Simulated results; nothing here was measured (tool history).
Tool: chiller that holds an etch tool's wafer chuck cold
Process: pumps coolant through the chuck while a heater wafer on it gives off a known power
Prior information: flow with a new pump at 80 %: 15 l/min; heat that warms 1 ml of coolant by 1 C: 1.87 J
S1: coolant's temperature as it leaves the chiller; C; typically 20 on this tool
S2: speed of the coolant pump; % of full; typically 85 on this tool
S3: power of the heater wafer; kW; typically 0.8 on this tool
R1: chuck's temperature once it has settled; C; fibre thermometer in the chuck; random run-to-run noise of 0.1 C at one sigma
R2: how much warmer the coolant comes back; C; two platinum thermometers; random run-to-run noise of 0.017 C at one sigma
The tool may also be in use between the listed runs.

{"run": 1, "hour": 0.0, "S1": 20, "S2": 85, "S3": 0.8, "R1": 25.2, "R2": 1.59}
{"run": 2, "hour": 42.2, "S1": 20, "S2": 85, "S3": 0.8, "R1": 25, "R2": 1.58}
{"run": 3, "hour": 91.8, "S1": 20, "S2": 85, "S3": 0.8, "R1": 25.3, "R2": 1.61}
{"run": 4, "hour": 155.2, "S1": 20, "S2": 85, "S3": 0.8, "R1": 25.2, "R2": 1.58}
{"run": 5, "hour": 189.7, "S1": 20, "S2": 85, "S3": 0.8, "R1": 25.4, "R2": 1.56}
{"run": 6, "hour": 222.3, "S1": 20, "S2": 85, "S3": 0.8, "R1": 25.2, "R2": 1.56}
{"run": 7, "hour": 258.6, "S1": 20, "S2": 85, "S3": 0.8, "R1": 25.2, "R2": 1.57}
{"run": 8, "hour": 301.4, "S1": 27, "S2": 85, "S3": 0.8, "R1": 32.3, "R2": 1.55}
{"run": 9, "hour": 343.4, "S1": 27, "S2": 85, "S3": 0.8, "R1": 32.2, "R2": 1.57}
{"run": 10, "hour": 409.7, "S1": 27, "S2": 85, "S3": 0.8, "R1": 32.4, "R2": 1.55}
{"run": 11, "hour": 449.8, "S1": 27, "S2": 85, "S3": 0.8, "R1": 32.3, "R2": 1.55}
{"run": 12, "hour": 488.7, "S1": 12, "S2": 85, "S3": 0.8, "R1": 17.3, "R2": 1.55}
{"run": 13, "hour": 538.8, "S1": 12, "S2": 85, "S3": 0.408, "R1": 14.6, "R2": 0.75}
{"run": 14, "hour": 601.5, "S1": 12, "S2": 85, "S3": 0.408, "R1": 14.6, "R2": 0.73}
{"run": 15, "hour": 657.6, "S1": 11, "S2": 85, "S3": 0.8, "R1": 16.2, "R2": 1.51}
{"run": 16, "hour": 715.2, "S1": 20, "S2": 85, "S3": 0.554, "R1": 23.6, "R2": 1}
{"run": 17, "hour": 761.6, "S1": 20, "S2": 85, "S3": 0.554, "R1": 23.7, "R2": 1}
{"run": 18, "hour": 799.4, "S1": 20, "S2": 85, "S3": 0.554, "R1": 23.6, "R2": 0.99}
{"run": 19, "hour": 865.3, "S1": 20, "S2": 85, "S3": 0.554, "R1": 23.5, "R2": 0.98}
{"run": 20, "hour": 909.0, "S1": 20, "S2": 85, "S3": 0.554, "R1": 23.6, "R2": 0.96}
{"run": 21, "hour": 975.0, "S1": 14, "S2": 68, "S3": 0.806, "R1": 20.5, "R2": 1.9}
{"run": 22, "hour": 1034.5, "S1": 14, "S2": 68, "S3": 0.806, "R1": 20.4, "R2": 1.91}

For run 23, what comes out?
{"run": 23, "hour": 1069.4, "S1": 27, "S2": 68, "S3": 0.813, "R1": "?", "R2": "?"}

{"run 23": {"R1": 33.6, "R2": 1.9}}
With the hidden condition absent and the run-to-run variation left alone, this run would have shown R1 33.6 C, R2 2.06 C.
